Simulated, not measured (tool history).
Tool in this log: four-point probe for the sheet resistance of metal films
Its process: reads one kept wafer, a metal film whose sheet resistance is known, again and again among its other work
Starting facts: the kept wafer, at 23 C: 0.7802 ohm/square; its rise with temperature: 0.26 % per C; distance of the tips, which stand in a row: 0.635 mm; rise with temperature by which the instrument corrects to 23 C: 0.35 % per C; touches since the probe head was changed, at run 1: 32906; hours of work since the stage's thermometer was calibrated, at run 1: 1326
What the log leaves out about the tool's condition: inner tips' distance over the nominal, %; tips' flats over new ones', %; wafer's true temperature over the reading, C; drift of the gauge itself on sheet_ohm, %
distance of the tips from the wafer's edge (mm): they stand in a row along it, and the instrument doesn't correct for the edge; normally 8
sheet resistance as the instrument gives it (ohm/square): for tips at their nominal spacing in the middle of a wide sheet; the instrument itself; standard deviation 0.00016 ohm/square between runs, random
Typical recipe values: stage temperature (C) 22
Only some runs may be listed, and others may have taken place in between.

| run | hour | stage temperature (C) | distance of the tips from the wafer's edge (mm) | touches since the probe head was changed | hours of work since the stage's thermometer was calibrated | sheet resistance as the instrument gives it (ohm/square) |
|---|---|---|---|---|---|---|
| 1 | 0.0 | 22 | 8 | 32906 | 1326 | 0.778177 |
| 2 | 19.5 | 32 | 8 | 33353 | 1336 | 0.771593 |
| 3 | 52.4 | 32 | 8 | 34109 | 1354 | 0.771378 |
| 4 | 72.8 | 32 | 8 | 34578 | 1365 | 0.771395 |
| 5 | 102.2 | 22 | 3 | 35252 | 1381 | 0.794280 |
| 6 | 119.9 | 22 | 3 | 35659 | 1391 | 0.794143 |
| 7 | 148.3 | 22 | 3 | 36310 | 1406 | 0.793996 |
| 8 | 179.5 | 22 | 3 | 37027 | 1423 | 0.793960 |
| 9 | 208.0 | 22 | 8 | 37681 | 1439 | 0.778254 |
|  | 211.2 | stage's thermometer calibrated |
| 10 | 239.4 | 19 | 47 | 38390 | 15 | 0.777626 |
| 11 | 267.7 | 34 | 20 | 39041 | 31 | 0.767636 |
| 12 | 290.7 | 34 | 51 | 39569 | 43 | 0.767525 |
| 13 | 312.0 | 19 | 42 | 40059 | 55 | 0.777316 |
| 14 | 336.2 | 27 | 9 | 40614 | 68 | 0.773620 |
| 15 | 359.2 | 26 | 32 | 41142 | 81 | 0.772333 |

5 options for the next run, each taken on its own from the tool as it stands now. Forecast them:
| A | 382.9 | 30 | 7 | 41685 | 93 | ? |
| B | 382.9 | 20 | 31 | 41685 | 93 | ? |
| C | 382.9 | 30 | 8 | 41685 | 93 | ? |
| D | 382.9 | 33 | 8 | 41685 | 93 | ? |
| E | 382.9 | 22 | 11 | 41685 | 93 | ? |

| run | sheet resistance as the instrument gives it (ohm/square) |
|---|---|
| A | 0.773120 |
| B | 0.776690 |
| C | 0.772171 |
| D | 0.770329 |
| E | 0.776651 |
With the hidden condition removed and each run's random variation left untouched, the same runs would have given:
| run | sheet resistance as the instrument gives it (ohm/square) |
|---|---|
| A | 0.778861 |
| B | 0.782479 |
| C | 0.777905 |
| D | 0.776043 |
| E | 0.782435 |

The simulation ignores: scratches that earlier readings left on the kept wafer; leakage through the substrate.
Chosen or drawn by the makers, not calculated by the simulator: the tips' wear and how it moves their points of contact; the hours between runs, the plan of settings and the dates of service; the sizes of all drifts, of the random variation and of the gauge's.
